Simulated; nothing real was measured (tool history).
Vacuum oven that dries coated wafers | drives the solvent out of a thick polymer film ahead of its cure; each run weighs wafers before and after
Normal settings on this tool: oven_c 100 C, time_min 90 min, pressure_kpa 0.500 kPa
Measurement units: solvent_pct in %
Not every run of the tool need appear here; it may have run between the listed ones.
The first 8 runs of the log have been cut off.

| run | hour | oven_c | time_min | pressure_kpa | hours of work since the thermocouples were calibrated | hours of work since the vacuum gauge was cleaned of residue | solvent_pct |
|---|---|---|---|---|---|---|---|
| 9 | 195.9 | 100 | 90 | 0.500 | 824 | 985 | 1.62 |
| 10 | 228.4 | 100 | 90 | 0.500 | 847 | 1008 | 1.63 |
| 11 | 253.1 | 100 | 90 | 0.500 | 864 | 1025 | 1.63 |
| 12 | 286.0 | 100 | 90 | 0.500 | 887 | 1048 | 1.61 |
| 13 | 310.9 | 100 | 90 | 0.500 | 905 | 1066 | 1.60 |
| 14 | 333.1 | 100 | 90 | 0.500 | 921 | 1082 | 1.62 |
| 15 | 359.8 | 100 | 90 | 0.500 | 939 | 1100 | 1.63 |
| 16 | 379.1 | 100 | 90 | 0.484 | 953 | 1114 | 1.60 |
| 17 | 407.9 | 100 | 90 | 0.484 | 973 | 1135 | 1.60 |
| 18 | 438.9 | 100 | 90 | 0.484 | 995 | 1156 | 1.60 |
| 19 | 468.7 | 86 | 88 | 0.354 | 1016 | 1177 | 3.57 |
| 20 | 484.6 | 111 | 88 | 0.354 | 1028 | 1189 | 0.70 |
| 21 | 520.2 | 89 | 59 | 0.354 | 1053 | 1214 | 4.55 |
| 22 | 544.0 | 95 | 59 | 0.490 | 1070 | 1231 | 3.64 |
| 23 | 578.9 | 102 | 59 | 0.448 | 1094 | 1255 | 2.55 |

Expected results for the next run?
| 24 | 607.4 | 91 | 54 | 0.283 | 1114 | 1276 | ? |

{"run 24": {"solvent_pct": 4.5}}
Were there no unlogged condition in the tool, this run, its random variation unchanged, would have produced solvent_pct 4.57 %.

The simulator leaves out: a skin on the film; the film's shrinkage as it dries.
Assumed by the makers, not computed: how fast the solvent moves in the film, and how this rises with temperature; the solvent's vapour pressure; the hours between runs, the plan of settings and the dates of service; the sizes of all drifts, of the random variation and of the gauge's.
